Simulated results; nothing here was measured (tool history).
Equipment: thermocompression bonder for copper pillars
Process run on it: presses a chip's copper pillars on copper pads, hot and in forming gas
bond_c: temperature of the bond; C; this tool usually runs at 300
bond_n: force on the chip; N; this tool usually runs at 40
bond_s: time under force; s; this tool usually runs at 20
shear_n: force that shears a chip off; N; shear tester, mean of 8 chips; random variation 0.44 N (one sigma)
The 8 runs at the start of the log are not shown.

run,day,bond_c,bond_n,bond_s,hours of work since the heater was calibrated,hours of work since the force cell was calibrated,hours of work since the gas filter was changed,shear_n
9,19.262,276,40,14,1123,1465,101,82.2
10,20.804,300,40,20,1150,1491,128,108.0
11,22.550,300,40,20,1180,1522,158,108.4
12,24.112,300,40,42,1207,1549,185,125.6
# day 25.842: heater calibrated with a thermocouple chip
13,26.008,300,40,42,3,1580,216,124.7
14,28.558,300,40,20,47,1624,260,109.0
15,30.862,300,40,20,87,1664,300,107.9
# day 31.654: forming gas filter changed
16,33.975,300,40,20,140,1717,40,109.0
17,35.412,319,25,32,165,1742,65,108.6
18,36.983,296,25,55,192,1769,92,108.2
19,38.912,300,40,29,225,1802,125,118.4
20,42.108,298,44,11,280,1857,180,98.2
21,45.000,298,44,11,330,1907,230,97.8
22,47.938,298,44,11,381,1958,281,97.9
# day 49.742: forming gas filter changed
23,49.929,297,40,48,415,1992,3,127.0
24,51.362,297,40,48,439,2016,28,127.7
25,54.258,310,52,24,489,2066,78,130.7
26,57.250,310,52,24,541,2118,129,130.4
27,59.979,310,52,24,588,2165,177,131.7
# day 60.321: force cell calibrated
# day 63.000: gauge calibrated
28,63.075,323,40,34,640,47,229,129.7
29,65.992,323,40,34,691,98,279,130.6
# day 67.900: forming gas filter changed
30,68.712,285,32,12,737,144,14,72.4
31,70.729,271,40,20,772,179,49,88.1

4 ways to go on from here, each from the tool as it stands after run 31. What would each give?
A,72.767,329,40,20,807,214,84,?
B,72.767,301,52,13,807,214,84,?
C,72.767,323,34,20,807,214,84,?
D,72.767,286,54,20,807,214,84,?

run,shear_n
A,123.4
B,111.4
C,112.8
D,113.6
What these runs would have given with no unlogged condition in the tool:
run,shear_n
A,122.9
B,110.9
C,112.3
D,113.1

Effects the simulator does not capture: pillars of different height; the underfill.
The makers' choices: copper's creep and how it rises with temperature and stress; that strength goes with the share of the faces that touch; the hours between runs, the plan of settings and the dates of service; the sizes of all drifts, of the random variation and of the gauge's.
